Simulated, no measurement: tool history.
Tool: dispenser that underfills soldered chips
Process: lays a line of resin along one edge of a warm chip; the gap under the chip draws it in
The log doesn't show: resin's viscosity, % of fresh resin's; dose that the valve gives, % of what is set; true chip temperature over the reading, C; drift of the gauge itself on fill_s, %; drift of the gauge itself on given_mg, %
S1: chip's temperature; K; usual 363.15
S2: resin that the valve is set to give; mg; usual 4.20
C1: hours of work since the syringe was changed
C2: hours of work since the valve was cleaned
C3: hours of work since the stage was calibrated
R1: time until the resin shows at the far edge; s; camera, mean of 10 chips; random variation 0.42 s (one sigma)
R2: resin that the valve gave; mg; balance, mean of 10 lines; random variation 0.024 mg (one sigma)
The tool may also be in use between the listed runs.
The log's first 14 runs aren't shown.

run	hour	S1	S2	C1	C2	C3	R1	R2
# hour 103.7: new syringe of resin
# hour 106.4: dispensing valve cleaned and set on the balance
# hour 113.7: new syringe of resin
15	115.2	363.15	5.16	1	7	210	30.7	5.15
# hour 122.6: new syringe of resin
16	124.6	363.15	4.20	1	14	217	31.7	4.15
# hour 131.4: new syringe of resin
17	131.5	363.15	4.20	0	19	222	28.5	4.15
# hour 140.5: new syringe of resin
18	141.5	363.15	4.20	1	26	230	30.0	4.14
# hour 149.0: new syringe of resin
19	149.0	363.15	4.20	0	32	235	28.5	4.09
20	156.3	369.15	4.15	6	37	241	33.9	4.07
# hour 157.4: new syringe of resin
21	161.0	355.15	4.54	3	41	244	45.4	4.41
# hour 166.1: new syringe of resin
22	166.8	364.15	5.17	1	45	249	28.0	5.00
23	172.7	363.15	5.13	5	50	253	38.5	4.94
# hour 174.7: new syringe of resin
24	177.9	363.15	3.98	2	54	257	34.8	3.79
# hour 184.0: new syringe of resin
25	186.7	364.15	3.76	2	60	264	32.1	3.59
# hour 193.0: new syringe of resin
26	195.4	352.15	3.77	2	67	270	48.9	3.59
27	201.1	370.15	5.16	6	71	275	32.6	4.88
# hour 202.3: new syringe of resin
# hour 211.0: new syringe of resin
28	212.5	370.15	5.45	1	79	283	23.5	5.17

The next listed run, before its measurement:
29	218.5	371.15	4.49	6	84	288	?	?

R1: 31.8 s
R2: 4.21 mg
Without the tool's hidden state the same run would have given R1 22.3 s, R2 4.48 mg.

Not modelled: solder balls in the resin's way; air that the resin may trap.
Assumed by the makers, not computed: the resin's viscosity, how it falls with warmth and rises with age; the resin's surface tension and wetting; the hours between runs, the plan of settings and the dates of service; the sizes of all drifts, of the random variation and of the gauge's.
